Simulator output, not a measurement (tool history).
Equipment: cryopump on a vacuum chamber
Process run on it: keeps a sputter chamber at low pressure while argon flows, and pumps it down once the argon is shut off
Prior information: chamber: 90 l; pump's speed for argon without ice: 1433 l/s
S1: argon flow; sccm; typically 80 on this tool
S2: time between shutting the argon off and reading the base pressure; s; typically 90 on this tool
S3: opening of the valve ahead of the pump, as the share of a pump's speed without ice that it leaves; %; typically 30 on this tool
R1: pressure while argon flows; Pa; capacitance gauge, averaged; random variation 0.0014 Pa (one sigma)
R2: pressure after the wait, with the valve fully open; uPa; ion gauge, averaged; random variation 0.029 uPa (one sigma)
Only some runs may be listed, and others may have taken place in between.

run,hour,S1,S2,S3,R1,R2
1,0.0,80,90,30,0.3295,4.43
2,66.1,80,139,30,0.3328,4.31
# hour 93.8: leaking fittings of the chamber tightened, without venting
3,118.9,80,139,30,0.3358,1.05
4,167.0,80,139,30,0.3379,1.16
5,212.7,80,139,30,0.3443,1.24
6,282.6,80,139,30,0.3452,1.36
# hour 291.3: pump warmed up, emptied and cooled again
7,344.3,80,139,30,0.3190,1.29
8,410.6,80,90,30,0.3197,1.75
9,478.7,110,200,17,0.7695,1.23

Run 10 has not been measured yet. What should we expect?
10,550.2,110,200,30,?,?

For run 10 the tool returned R1 0.4496 Pa, R2 1.35 uPa.
On a tool with no hidden condition, and with the same random variation, this run would have come out at R1 0.4345 Pa, R2 0.75 uPa.
